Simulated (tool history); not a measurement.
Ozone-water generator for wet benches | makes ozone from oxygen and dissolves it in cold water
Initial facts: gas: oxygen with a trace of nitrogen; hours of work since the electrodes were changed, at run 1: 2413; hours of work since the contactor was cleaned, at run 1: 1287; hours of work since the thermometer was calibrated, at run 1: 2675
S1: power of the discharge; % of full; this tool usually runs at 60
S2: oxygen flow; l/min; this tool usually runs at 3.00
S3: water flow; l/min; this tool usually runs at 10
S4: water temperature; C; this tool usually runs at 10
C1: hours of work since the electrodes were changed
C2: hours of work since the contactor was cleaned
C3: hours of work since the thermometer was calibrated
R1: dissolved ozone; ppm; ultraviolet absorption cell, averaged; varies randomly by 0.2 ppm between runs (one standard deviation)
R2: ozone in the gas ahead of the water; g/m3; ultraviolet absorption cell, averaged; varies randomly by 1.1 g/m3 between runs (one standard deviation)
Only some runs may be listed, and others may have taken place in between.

run 1 hour=0.0 | S1=60 S2=3.00 S3=10 S4=10 | C1=2413 C2=1287 C3=2675 | R1=28.3 R2=203.0
run 2 hour=85.7 | S1=60 S2=3.00 S3=10 S4=10 | C1=2497 C2=1370 C3=2759 | R1=28.3 R2=204.8
run 3 hour=123.6 | S1=60 S2=4.57 S3=10 S4=10 | C1=2534 C2=1407 C3=2796 | R1=26.5 R2=150.8
run 4 hour=164.1 | S1=98 S2=4.57 S3=10 S4=10 | C1=2573 C2=1447 C3=2835 | R1=42.3 R2=242.7
run 5 hour=205.4 | S1=60 S2=3.64 S3=10 S4=10 | C1=2614 C2=1487 C3=2876 | R1=28.1 R2=180.5
run 6 hour=255.1 | S1=60 S2=3.00 S3=10 S4=10 | C1=2662 C2=1536 C3=2924 | R1=28.5 R2=204.1
run 7 hour=341.3 | S1=60 S2=3.00 S3=10 S4=10 | C1=2746 C2=1620 C3=3008 | R1=28.3 R2=200.9
run 8 hour=412.1 | S1=60 S2=3.00 S3=10 S4=10 | C1=2815 C2=1689 C3=3078 | R1=29.0 R2=205.6
run 9 hour=465.4 | S1=60 S2=3.00 S3=10 S4=10 | C1=2867 C2=1741 C3=3130 | R1=28.4 R2=205.0
run 10 hour=548.0 | S1=60 S2=3.00 S3=10 S4=10 | C1=2948 C2=1822 C3=3210 | R1=28.2 R2=204.9
run 11 hour=605.5 | S1=60 S2=3.00 S3=14 S4=10 | C1=3004 C2=1878 C3=3266 | R1=22.2 R2=205.4
run 12 hour=645.5 | S1=60 S2=3.00 S3=14 S4=10 | C1=3043 C2=1917 C3=3305 | R1=22.1 R2=206.1
run 13 hour=693.3 | S1=60 S2=3.00 S3=14 S4=10 | C1=3090 C2=1964 C3=3352 | R1=22.0 R2=204.4
run 14 hour=758.6 | S1=60 S2=3.00 S3=10 S4=10 | C1=3154 C2=2027 C3=3416 | R1=28.6 R2=206.8
run 15 hour=814.9 | S1=65 S2=2.52 S3=12 S4=10 | C1=3209 C2=2082 C3=3471 | R1=27.2 R2=251.2
run 16 hour=870.5 | S1=60 S2=1.64 S3=10 S4=10 | C1=3263 C2=2137 C3=3525 | R1=29.5 R2=312.2
run 17 hour=937.9 | S1=75 S2=3.00 S3=8 S4=5 | C1=3329 C2=2202 C3=3591 | R1=44.3 R2=255.3
run 18 hour=1008.5 | S1=60 S2=2.39 S3=9 S4=6 | C1=3398 C2=2271 C3=3660 | R1=32.5 R2=240.1
run 19 hour=1065.0 | S1=60 S2=2.39 S3=9 S4=6 | C1=3453 C2=2326 C3=3715 | R1=32.9 R2=244.3
run 20 hour=1158.5 | S1=60 S2=4.31 S3=10 S4=10 | C1=3544 C2=2418 C3=3806 | R1=26.8 R2=161.9
run 21 hour=1229.3 | S1=62 S2=2.24 S3=11 S4=6 | C1=3613 C2=2487 C3=3875 | R1=29.2 R2=261.5
run 22 hour=1307.8 | S1=70 S2=2.38 S3=15 S4=8 | C1=3690 C2=2563 C3=3952 | R1=24.5 R2=281.8
run 23 hour=1389.0 | S1=60 S2=2.90 S3=10 S4=16 | C1=3769 C2=2643 C3=4031 | R1=26.2 R2=213.7
run 24 hour=1469.3 | S1=60 S2=2.90 S3=10 S4=16 | C1=3847 C2=2721 C3=4110 | R1=26.2 R2=215.0
run 25 hour=1516.9 | S1=60 S2=2.90 S3=10 S4=16 | C1=3894 C2=2768 C3=4156 | R1=26.4 R2=212.9
run 26 hour=1579.5 | S1=60 S2=2.90 S3=10 S4=16 | C1=3955 C2=2829 C3=4217 | R1=26.2 R2=213.1
run 27 hour=1656.0 | S1=85 S2=2.90 S3=10 S4=7 | C1=4030 C2=2903 C3=4292 | R1=41.6 R2=294.4

Selected run-to-run steps in R2, each split into two signed amounts: the part the tool would show with no hidden state at all (from settings, incoming material and random variation), and the remainder, which goes to the hidden state together with any gauge scatter not common to the measured and the hidden-state-free results:
Unlogged tool condition in this case: yield of the discharge, % of new electrodes'; contactor's efficiency, % of a clean one's; true water temperature over the reading, C; drift of the gauge itself on ozone_ppm, %; drift of the gauge itself on gas_g_m3, %.
Run 3 -> 4: S1 60 -> 98. R2 +91.9 g/m3: hidden state +0.1, all else +91.8.
Run 20 -> 21: S1 60 -> 62, S2 4.31 -> 2.24, S3 10 -> 11, S4 10 -> 6. R2 +99.6 g/m3: hidden state +1.7, all else +97.9.
Run 26 -> 27: S1 60 -> 85, S4 16 -> 7. R2 +81.3 g/m3: hidden state +1.8, all else +79.5.

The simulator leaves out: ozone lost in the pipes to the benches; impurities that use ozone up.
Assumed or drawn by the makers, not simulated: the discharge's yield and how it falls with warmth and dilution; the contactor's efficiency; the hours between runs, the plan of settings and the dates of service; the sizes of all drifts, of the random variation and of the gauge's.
